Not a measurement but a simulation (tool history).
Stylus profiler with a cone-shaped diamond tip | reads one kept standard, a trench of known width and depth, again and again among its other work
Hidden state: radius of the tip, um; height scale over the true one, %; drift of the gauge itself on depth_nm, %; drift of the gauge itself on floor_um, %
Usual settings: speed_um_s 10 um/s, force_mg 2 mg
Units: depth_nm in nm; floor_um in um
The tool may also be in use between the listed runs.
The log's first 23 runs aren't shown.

run,day,speed_um_s,force_mg,scans with this tip,hours of work since the height scale was calibrated,depth_nm,floor_um
24,21.667,15,2.78,2031,477,505.01,97.26
25,22.854,15,2.78,2104,494,504.86,97.21
26,23.921,10,3.36,2170,509,505.58,97.23
27,25.2,7,4.34,2248,528,506.4,97.28
28,26.6,4,3.64,2334,548,505.84,97.28
29,27.829,8,1.49,2409,566,503.67,97.18
30,29.108,8,1.49,2488,584,503.5,97.23
31,30.042,10,5.52,2545,598,507.61,97.24
32,30.792,4,0.73,2591,608,502.58,97.26
33,32.05,4,0.73,2668,626,502.67,97.23
34,32.975,4,0.73,2724,640,502.67,97.22
35,34.217,21,1.88,2801,658,504.14,97.13
36,34.967,29,1.58,2847,668,503.69,97.14
37,35.696,3,2.08,2891,679,504.13,97.19
38,36.696,10,1.79,2953,693,504.24,97.18

Run 39 comes next. What will it give?
39,38.033,10,1.79,3034,713,?,?

Run 39 gave depth_nm 504.04 nm, floor_um 97.22 um.
Without the tool's hidden state the same run would have given depth_nm 502.98 nm, floor_um 97.36 um.
